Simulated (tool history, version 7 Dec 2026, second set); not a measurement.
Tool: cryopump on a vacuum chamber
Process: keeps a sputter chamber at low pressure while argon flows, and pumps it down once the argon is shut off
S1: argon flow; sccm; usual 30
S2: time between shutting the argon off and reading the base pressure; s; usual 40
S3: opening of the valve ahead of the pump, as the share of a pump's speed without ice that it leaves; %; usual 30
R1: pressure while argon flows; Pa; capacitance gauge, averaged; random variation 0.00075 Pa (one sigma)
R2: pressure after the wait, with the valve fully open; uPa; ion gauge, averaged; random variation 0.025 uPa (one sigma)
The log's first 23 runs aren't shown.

run    hour  S1   S2  S3      R1    R2
 24  2247.1  30   31  60  0.0790  1.36
 25  2337.7  36  157  23  0.2299  0.62
 26  2426.4  23  273  28  0.1234  0.59
 27  2545.4  14   91  30  0.0724  0.84
     2647.7  -- pump warmed up, emptied and cooled again
 28  2649.3  40   38  57  0.0986  1.20
 29  2728.2  40   38  57  0.1010  1.18
 30  2784.8  13   29  21  0.0876  1.47
 31  2887.2  13   29  21  0.0880  1.48

4 ways to go on from here, each from the tool as it stands after run 31. What would each give?
  A  3013.9  31  105  52   ?   ?
  B  3013.9  16   40  28   ?   ?
  C  3013.9  26   40  49   ?   ?
  D  3013.9  28   34  25   ?   ?

run      R1    R2
  A  0.0927  0.82
  B  0.0843  1.24
  C  0.0823  1.21
  D  0.1634  1.39
Without the tool's hidden state the same runs would have given:
run      R1    R2
  A  0.0834  0.54
  B  0.0795  0.97
  C  0.0745  0.94
  D  0.1551  1.11

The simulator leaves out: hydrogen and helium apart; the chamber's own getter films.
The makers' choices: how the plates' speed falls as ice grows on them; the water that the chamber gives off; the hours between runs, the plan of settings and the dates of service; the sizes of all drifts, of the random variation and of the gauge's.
